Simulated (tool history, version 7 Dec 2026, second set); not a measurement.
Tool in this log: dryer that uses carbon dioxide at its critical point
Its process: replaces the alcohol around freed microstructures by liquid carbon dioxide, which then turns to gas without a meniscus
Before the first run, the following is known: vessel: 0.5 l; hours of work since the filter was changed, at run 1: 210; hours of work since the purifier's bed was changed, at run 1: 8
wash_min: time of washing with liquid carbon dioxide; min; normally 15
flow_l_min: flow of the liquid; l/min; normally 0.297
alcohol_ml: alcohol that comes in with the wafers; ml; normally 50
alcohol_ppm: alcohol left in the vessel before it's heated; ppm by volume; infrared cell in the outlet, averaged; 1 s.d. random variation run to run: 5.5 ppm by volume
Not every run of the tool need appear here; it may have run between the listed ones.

run   hour  wash_min  flow_l_min  alcohol_ml  hours of work since the filter was changed  hours of work since the purifier's bed was changed  alcohol_ppm
  1    0.0        15       0.297          50                                         210                                                   8          237
      40.3  -- inlet filter changed
  2   45.9        15       0.417          50                                           3                                                  35           23
  3   90.5        15       0.297          50                                          30                                                  61          190
  4  134.2        15       0.297          50                                          56                                                  88          192
  5  161.1        15       0.374          50                                          73                                                 104           54
  6  200.0        15       0.374          50                                          96                                                 127           62
  7  235.6        15       0.374          50                                         117                                                 149           72
  8  283.3        15       0.374          50                                         146                                                 177           73
  9  310.6        15       0.273          50                                         162                                                 194          396
 10  357.3        12       0.297          50                                         190                                                 222          810
 11  400.5        12       0.297          50                                         216                                                 248          864
     428.3  -- inlet filter changed
 12  434.1        12       0.297          50                                           3                                                 267          602
 13  458.9        12       0.297          50                                          18                                                 282          637
 14  497.4        12       0.297          50                                          42                                                 305          657
 15  526.1        12       0.297          50                                          59                                                 322          672
 16  563.7        12       0.297          71                                          81                                                 345          984
 17  610.9        15       0.471          24                                         110                                                 373           63
 18  653.1        14       0.367         112                                         135                                                 399          260
 19  688.9        14       0.367         112                                         157                                                 420          248
 20  723.1        21       0.283          32                                         177                                                 441           87
 21  763.1        16       0.186         110                                         201                                                 465         3837
 22  788.1        15       0.297          21                                         216                                                 480          175
     817.0  -- inlet filter changed
 23  824.3        15       0.293          90                                           4                                                 501          380
 24  865.0        15       0.293          90                                          29                                                 525          407
 25  895.2        21       0.302          50                                          47                                                 544           92
 26  934.7        12       0.181          50                                          71                                                 567         4641

Branching from run 26: 4 alternative next runs. What would each branch give?
  A  979.3        10       0.181          26                                          98                                                 594            ?
  B  979.3        12       0.264          30                                          98                                                 594            ?
  C  979.3         9       0.297          21                                          98                                                 594            ?
  D  979.3        15       0.483          50                                          98                                                 594            ?

run  alcohol_ppm
  A         4112
  B          769
  C         1040
  D           98
Had the tool no hidden state, the same runs would have come out as:
run  alcohol_ppm
  A         3731
  B          596
  C          853
  D            9

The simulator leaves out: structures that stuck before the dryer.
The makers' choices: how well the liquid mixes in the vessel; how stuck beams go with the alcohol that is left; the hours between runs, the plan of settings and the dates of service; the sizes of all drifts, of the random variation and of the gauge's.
